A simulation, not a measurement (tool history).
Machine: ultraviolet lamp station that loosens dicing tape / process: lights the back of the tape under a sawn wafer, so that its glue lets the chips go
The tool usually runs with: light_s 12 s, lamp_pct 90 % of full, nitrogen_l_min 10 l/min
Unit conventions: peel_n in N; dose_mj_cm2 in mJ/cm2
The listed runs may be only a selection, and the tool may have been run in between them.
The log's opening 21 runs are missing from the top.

| run | hour | light_s | lamp_pct | nitrogen_l_min | peel_n | dose_mj_cm2 |
|---|---|---|---|---|---|---|
| 22 | 432.4 | 21 | 90 | 10 | 0.296 | 585 |
| 23 | 448.4 | 9 | 90 | 10 | 1.315 | 250 |
| 24 | 468.7 | 9 | 94 | 10 | 1.279 | 262 |
| 25 | 492.6 | 9 | 94 | 10 | 1.322 | 260 |
| 26 | 514 | 17 | 92 | 10 | 0.458 | 473 |
| 27 | 538.8 | 7 | 79 | 10 | 2.288 | 169 |
| 28 | 554 | 7 | 82 | 15 | 1.841 | 170 |
| 29 | 576 | 12 | 66 | 12 | 1.373 | 236 |
| 30 | 588.3 | 8 | 72 | 12 | 2.048 | 170 |
| 31 | 613.8 | 8 | 70 | 8 | 2.452 | 166 |
| 32 | 637.2 | 7 | 75 | 13 | 2.216 | 154 |
| 33 | 651.4 | 7 | 75 | 5 | 3.06 | 149 |
| 34 | 676.4 | 17 | 85 | 20 | 0.348 | 418 |
| 35 | 699.4 | 6 | 71 | 7 | 3.28 | 122 |
| 36 | 713.3 | 6 | 71 | 7 | 3.345 | 122 |
| 37 | 737.2 | 6 | 64 | 11 | 3.15 | 112 |
| 38 | 757.1 | 8 | 62 | 5 | 3.237 | 135 |
| 39 | 785.6 | 24 | 97 | 5 | 0.447 | 652 |
| 40 | 800.3 | 24 | 65 | 5 | 0.941 | 431 |
| 41 | 822.9 | 24 | 65 | 5 | 0.972 | 433 |
| 42 | 836.8 | 24 | 65 | 5 | 0.933 | 428 |
| 43 | 855.9 | 24 | 65 | 5 | 0.975 | 424 |

3 options for the next run, each taken on its own from the tool as it stands now. Forecast them:
| A | 869.9 | 24 | 65 | 14 | ? | ? |
| B | 869.9 | 22 | 66 | 4 | ? | ? |
| C | 869.9 | 24 | 61 | 5 | ? | ? |

| run | peel_n | dose_mj_cm2 |
|---|---|---|
| A | 0.445 | 419 |
| B | 1.276 | 389 |
| C | 1.107 | 395 |
Without the tool's hidden state the same runs would have given:
| run | peel_n | dose_mj_cm2 |
|---|---|---|
| A | 0.223 | 628 |
| B | 0.641 | 583 |
| C | 0.533 | 592 |
